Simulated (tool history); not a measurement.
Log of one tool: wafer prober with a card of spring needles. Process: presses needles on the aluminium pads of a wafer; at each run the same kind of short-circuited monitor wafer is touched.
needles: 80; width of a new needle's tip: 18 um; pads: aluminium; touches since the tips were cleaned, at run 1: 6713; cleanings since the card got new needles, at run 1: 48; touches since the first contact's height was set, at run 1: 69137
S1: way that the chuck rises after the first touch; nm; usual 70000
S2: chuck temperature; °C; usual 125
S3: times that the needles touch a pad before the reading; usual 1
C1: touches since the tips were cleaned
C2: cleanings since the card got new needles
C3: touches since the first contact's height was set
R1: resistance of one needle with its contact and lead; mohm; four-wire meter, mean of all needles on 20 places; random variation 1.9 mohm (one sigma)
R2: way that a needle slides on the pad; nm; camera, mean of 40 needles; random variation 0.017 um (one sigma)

| run | day | S1 | S2 | S3 | C1 | C2 | C3 | R1 | R2 |
|---|---|---|---|---|---|---|---|---|---|
| 1 | 0 | 70000 | 125 | 1 | 6713 | 48 | 69137 | 218 | 11440 |
|  | 0.242 | tips cleaned on abrasive film |
|  | 0.833 | tips cleaned on abrasive film |
| 2 | 1.304 | 70000 | 125 | 1 | 7206 | 50 | 88899 | 219 | 11420 |
|  | 1.488 | tips cleaned on abrasive film |
|  | 2.079 | tips cleaned on abrasive film |
| 3 | 2.454 | 70000 | 125 | 1 | 5732 | 52 | 106344 | 218 | 11450 |
|  | 2.725 | tips cleaned on abrasive film |
|  | 3.342 | tips cleaned on abrasive film |
| 4 | 3.417 | 70000 | 125 | 1 | 1124 | 54 | 120864 | 215 | 11450 |
|  | 3.954 | tips cleaned on abrasive film |
|  | 4.654 | tips cleaned on abrasive film |
| 5 | 4.817 | 62000 | 125 | 1 | 2516 | 56 | 142141 | 217 | 10150 |
|  | 5.262 | tips cleaned on abrasive film |
|  | 5.867 | tips cleaned on abrasive film |
| 6 | 6.346 | 62000 | 125 | 1 | 7318 | 58 | 165325 | 219 | 10160 |
|  | 6.55 | tips cleaned on abrasive film |
|  | 7.175 | tips cleaned on abrasive film |
| 7 | 7.608 | 54000 | 125 | 1 | 6612 | 60 | 184467 | 219 | 8840 |
|  | 7.842 | tips cleaned on abrasive film |
|  | 8.479 | tips cleaned on abrasive film |
| 8 | 8.704 | 70000 | 125 | 1 | 3452 | 62 | 201056 | 217 | 11470 |
|  | 9.129 | tips cleaned on abrasive film |
|  | 9.317 | height of the first contact set anew |
| 9 | 9.438 | 70000 | 125 | 1 | 4499 | 63 | 1820 | 220 | 11450 |
|  | 9.846 | tips cleaned on abrasive film |
|  | 10.446 | tips cleaned on abrasive film |
| 10 | 10.471 | 71000 | 53 | 1 | 395 | 65 | 17477 | 201 | 11620 |

Forecast run 11:
|  | 11.121 | tips cleaned on abrasive film |
|  | 11.733 | tips cleaned on abrasive film |
| 11 | 11.733 | 56000 | 56 | 1 | 0 | 67 | 36647 | ? | ? |

Run 11 gave R1 206 mohm, R2 9150 nm.
Without the tool's hidden state the same run would have given R1 206 mohm, R2 9180 nm.

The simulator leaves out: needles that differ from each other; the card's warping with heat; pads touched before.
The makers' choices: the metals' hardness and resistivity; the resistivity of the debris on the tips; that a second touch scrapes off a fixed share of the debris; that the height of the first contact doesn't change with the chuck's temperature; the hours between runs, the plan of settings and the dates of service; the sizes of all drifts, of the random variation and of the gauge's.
